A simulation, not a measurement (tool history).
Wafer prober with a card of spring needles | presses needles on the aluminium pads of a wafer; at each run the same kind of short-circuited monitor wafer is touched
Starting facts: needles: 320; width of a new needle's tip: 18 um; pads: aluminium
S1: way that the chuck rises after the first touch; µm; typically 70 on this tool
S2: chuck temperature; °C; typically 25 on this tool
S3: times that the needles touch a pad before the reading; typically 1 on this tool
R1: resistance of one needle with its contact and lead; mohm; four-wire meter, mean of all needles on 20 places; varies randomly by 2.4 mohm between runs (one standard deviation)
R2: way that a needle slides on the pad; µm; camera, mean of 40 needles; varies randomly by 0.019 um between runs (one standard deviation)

{"run": 1, "hour": 0.0, "S1": 70, "S2": 25, "S3": 1, "R1": 269, "R2": 15.73}
{"hour": 8.7, "done": "tips cleaned on abrasive film"}
{"hour": 25.0, "done": "tips cleaned on abrasive film"}
{"run": 2, "hour": 31.5, "S1": 70, "S2": 25, "S3": 1, "R1": 272, "R2": 15.73}
{"hour": 40.3, "done": "tips cleaned on abrasive film"}
{"hour": 55.8, "done": "tips cleaned on abrasive film"}
{"run": 3, "hour": 64.7, "S1": 82, "S2": 25, "S3": 1, "R1": 266, "R2": 18.47}
{"hour": 71.5, "done": "tips cleaned on abrasive film"}
{"hour": 86.0, "done": "tips cleaned on abrasive film"}
{"run": 4, "hour": 98.2, "S1": 82, "S2": 25, "S3": 1, "R1": 270, "R2": 18.46}
{"hour": 102.9, "done": "tips cleaned on abrasive film"}
{"run": 5, "hour": 115.8, "S1": 82, "S2": 25, "S3": 1, "R1": 269, "R2": 18.48}
{"hour": 117.9, "done": "tips cleaned on abrasive film"}
{"hour": 133.1, "done": "tips cleaned on abrasive film"}
{"run": 6, "hour": 143.4, "S1": 82, "S2": 25, "S3": 1, "R1": 272, "R2": 18.5}
{"hour": 148.8, "done": "tips cleaned on abrasive film"}
{"hour": 149.1, "done": "height of the first contact set anew"}
{"hour": 166.1, "done": "tips cleaned on abrasive film"}
{"run": 7, "hour": 169.5, "S1": 82, "S2": 25, "S3": 1, "R1": 264, "R2": 18.48}
{"hour": 182.4, "done": "tips cleaned on abrasive film"}
{"run": 8, "hour": 188.0, "S1": 70, "S2": 25, "S3": 1, "R1": 271, "R2": 15.79}
{"hour": 197.1, "done": "tips cleaned on abrasive film"}
{"hour": 212.1, "done": "tips cleaned on abrasive film"}
{"run": 9, "hour": 222.6, "S1": 70, "S2": 25, "S3": 1, "R1": 274, "R2": 15.83}
{"hour": 227.8, "done": "tips cleaned on abrasive film"}
{"hour": 242.4, "done": "tips cleaned on abrasive film"}
{"run": 10, "hour": 247.1, "S1": 79, "S2": 25, "S3": 1, "R1": 267, "R2": 17.83}
{"hour": 256.9, "done": "tips cleaned on abrasive film"}
{"run": 11, "hour": 267.1, "S1": 79, "S2": 25, "S3": 1, "R1": 267, "R2": 17.83}
{"hour": 273.6, "done": "tips cleaned on abrasive film"}
{"hour": 290.5, "done": "tips cleaned on abrasive film"}
{"run": 12, "hour": 303.3, "S1": 79, "S2": 25, "S3": 1, "R1": 265, "R2": 17.85}
{"hour": 305.9, "done": "tips cleaned on abrasive film"}
{"hour": 322.6, "done": "tips cleaned on abrasive film"}
{"run": 13, "hour": 330.9, "S1": 79, "S2": 25, "S3": 1, "R1": 269, "R2": 17.92}
{"hour": 338.4, "done": "tips cleaned on abrasive film"}
{"hour": 353.9, "done": "tips cleaned on abrasive film"}
{"run": 14, "hour": 363.0, "S1": 79, "S2": 25, "S3": 1, "R1": 268, "R2": 17.91}
{"hour": 369.8, "done": "tips cleaned on abrasive film"}
{"hour": 385.5, "done": "tips cleaned on abrasive film"}
{"run": 15, "hour": 387.5, "S1": 59, "S2": 51, "S3": 2, "R1": 278, "R2": 13.39}
{"hour": 401.9, "done": "tips cleaned on abrasive film"}
{"hour": 407.7, "done": "height of the first contact set anew"}
{"run": 16, "hour": 407.7, "S1": 59, "S2": 51, "S3": 2, "R1": 279, "R2": 13.42}
{"hour": 418.6, "done": "tips cleaned on abrasive film"}
{"run": 17, "hour": 425.4, "S1": 59, "S2": 51, "S3": 2, "R1": 277, "R2": 13.4}
{"hour": 433.3, "done": "tips cleaned on abrasive film"}
{"hour": 447.8, "done": "tips cleaned on abrasive film"}
{"run": 18, "hour": 447.8, "S1": 75, "S2": 25, "S3": 2, "R1": 270, "R2": 17.03}
{"hour": 464.0, "done": "tips cleaned on abrasive film"}
{"hour": 479.2, "done": "tips cleaned on abrasive film"}
{"run": 19, "hour": 479.4, "S1": 75, "S2": 25, "S3": 2, "R1": 269, "R2": 17.1}
{"hour": 495.6, "done": "tips cleaned on abrasive film"}
{"run": 20, "hour": 506.0, "S1": 82, "S2": 39, "S3": 2, "R1": 273, "R2": 18.65}
{"hour": 511.6, "done": "tips cleaned on abrasive film"}
{"hour": 527.1, "done": "tips cleaned on abrasive film"}
{"run": 21, "hour": 527.1, "S1": 82, "S2": 39, "S3": 2, "R1": 271, "R2": 18.63}
{"hour": 542.5, "done": "tips cleaned on abrasive film"}
{"run": 22, "hour": 553.6, "S1": 70, "S2": 25, "S3": 1, "R1": 274, "R2": 15.96}
{"hour": 557.1, "done": "tips cleaned on abrasive film"}
{"hour": 572.3, "done": "tips cleaned on abrasive film"}
{"run": 23, "hour": 572.3, "S1": 88, "S2": 25, "S3": 1, "R1": 262, "R2": 20.06}
{"hour": 589.4, "done": "tips cleaned on abrasive film"}
{"run": 24, "hour": 593.7, "S1": 89, "S2": 25, "S3": 1, "R1": 269, "R2": 20.32}
{"hour": 606.7, "done": "tips cleaned on abrasive film"}
{"run": 25, "hour": 618.7, "S1": 89, "S2": 25, "S3": 1, "R1": 262, "R2": 20.31}
{"hour": 623.7, "done": "tips cleaned on abrasive film"}
{"hour": 639.1, "done": "tips cleaned on abrasive film"}
{"run": 26, "hour": 641.2, "S1": 89, "S2": 71, "S3": 1, "R1": 281, "R2": 20.33}
{"hour": 654.0, "done": "tips cleaned on abrasive film"}
{"run": 27, "hour": 659.8, "S1": 89, "S2": 71, "S3": 1, "R1": 276, "R2": 20.34}

Forecast each of these 3 alternatives for the next run:
{"hour": 668.2, "done": "height of the first contact set anew"}
{"hour": 671.6, "done": "tips cleaned on abrasive film"}
{"hour": 689.1, "done": "tips cleaned on abrasive film"}
{"run": "A", "hour": 694.8, "S1": 66, "S2": 54, "S3": 1, "R1": "?", "R2": "?"}
{"hour": 668.2, "done": "height of the first contact set anew"}
{"hour": 671.6, "done": "tips cleaned on abrasive film"}
{"hour": 689.1, "done": "tips cleaned on abrasive film"}
{"run": "B", "hour": 694.8, "S1": 70, "S2": 35, "S3": 1, "R1": "?", "R2": "?"}
{"hour": 668.2, "done": "height of the first contact set anew"}
{"hour": 671.6, "done": "tips cleaned on abrasive film"}
{"hour": 689.1, "done": "tips cleaned on abrasive film"}
{"run": "C", "hour": 694.8, "S1": 63, "S2": 68, "S3": 3, "R1": "?", "R2": "?"}

run=A R1=277 R2=15.12
run=B R1=270 R2=16.01
run=C R1=280 R2=14.39
Stripped of hidden state, with their random variation kept, the same runs would have yielded:
run=A R1=276 R2=14.85
run=B R1=269 R2=15.73
run=C R1=280 R2=14.13

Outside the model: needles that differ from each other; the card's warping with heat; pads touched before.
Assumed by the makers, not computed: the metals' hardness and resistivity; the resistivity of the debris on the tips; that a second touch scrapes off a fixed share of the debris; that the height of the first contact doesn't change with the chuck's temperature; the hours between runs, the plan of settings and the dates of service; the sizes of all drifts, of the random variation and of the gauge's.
